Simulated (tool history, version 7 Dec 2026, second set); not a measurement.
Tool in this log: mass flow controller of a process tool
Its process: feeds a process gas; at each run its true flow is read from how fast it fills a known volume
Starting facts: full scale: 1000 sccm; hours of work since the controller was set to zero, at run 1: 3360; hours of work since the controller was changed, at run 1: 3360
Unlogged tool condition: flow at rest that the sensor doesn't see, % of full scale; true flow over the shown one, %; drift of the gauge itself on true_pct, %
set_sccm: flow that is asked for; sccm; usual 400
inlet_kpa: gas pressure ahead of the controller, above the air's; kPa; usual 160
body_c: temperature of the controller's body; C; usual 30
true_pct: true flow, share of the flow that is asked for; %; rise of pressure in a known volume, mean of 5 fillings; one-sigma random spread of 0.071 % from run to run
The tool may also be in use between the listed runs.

run,hour,set_sccm,inlet_kpa,body_c,hours of work since the controller was set to zero,hours of work since the controller was changed,true_pct
1,0,400,160,30,3360,3360,99.42
2,82.2,400,160,30,3420,3420,99.66
3,153.4,400,160,30,3472,3472,99.41
4,212.6,400,160,30,3515,3515,99.44
5,281.7,400,160,30,3566,3566,99.56
6,338.3,487,160,30,3607,3607,99.23
7,456.1,400,160,30,3693,3693,99.36
8,548.2,400,160,30,3760,3760,99.46
9,671.6,400,160,30,3850,3850,99.54
10,761.2,763,160,30,3916,3916,99.38
11,831.3,763,160,30,3967,3967,99.43
12,916.1,763,160,30,4029,4029,99.26
13,1012.3,763,160,30,4099,4099,99.31
# hour 1022.1: controller's zero set anew
14,1084.2,763,160,30,45,4151,99.39
15,1135.2,514,274,22,83,4188,98.84
16,1197.6,336,257,33,128,4234,99.58
17,1267.1,596,171,25,179,4284,99.37
18,1331.6,596,166,25,226,4331,99.23
# hour 1422.4: controller's zero set anew, once more
19,1429.6,296,247,31,5,4402,98.05
20,1487.5,296,247,31,47,4445,97.94
21,1592.3,296,247,31,124,4521,98.13
22,1694.8,384,210,24,199,4596,98.12
23,1795.8,384,210,24,272,4670,98.17
24,1886.1,384,210,24,338,4736,98.11
25,1995.9,655,160,30,418,4816,98.74
26,2054.5,776,214,29,461,4858,98.47
27,2118.5,776,141,21,508,4905,98.61
28,2185.7,776,141,39,557,4954,98.98

Each row is a separate what-if for the run after 28, all from the same tool condition, not one after another. Results?
A,2241.8,925,264,26,598,4995,?
B,2241.8,124,245,30,598,4995,?
C,2241.8,167,148,39,598,4995,?

run,true_pct
A,98.26
B,98.38
C,98.7
Take away the tool's hidden state, keep each run's random variation, and the runs would have read:
run,true_pct
A,99.65
B,99.22
C,99.7

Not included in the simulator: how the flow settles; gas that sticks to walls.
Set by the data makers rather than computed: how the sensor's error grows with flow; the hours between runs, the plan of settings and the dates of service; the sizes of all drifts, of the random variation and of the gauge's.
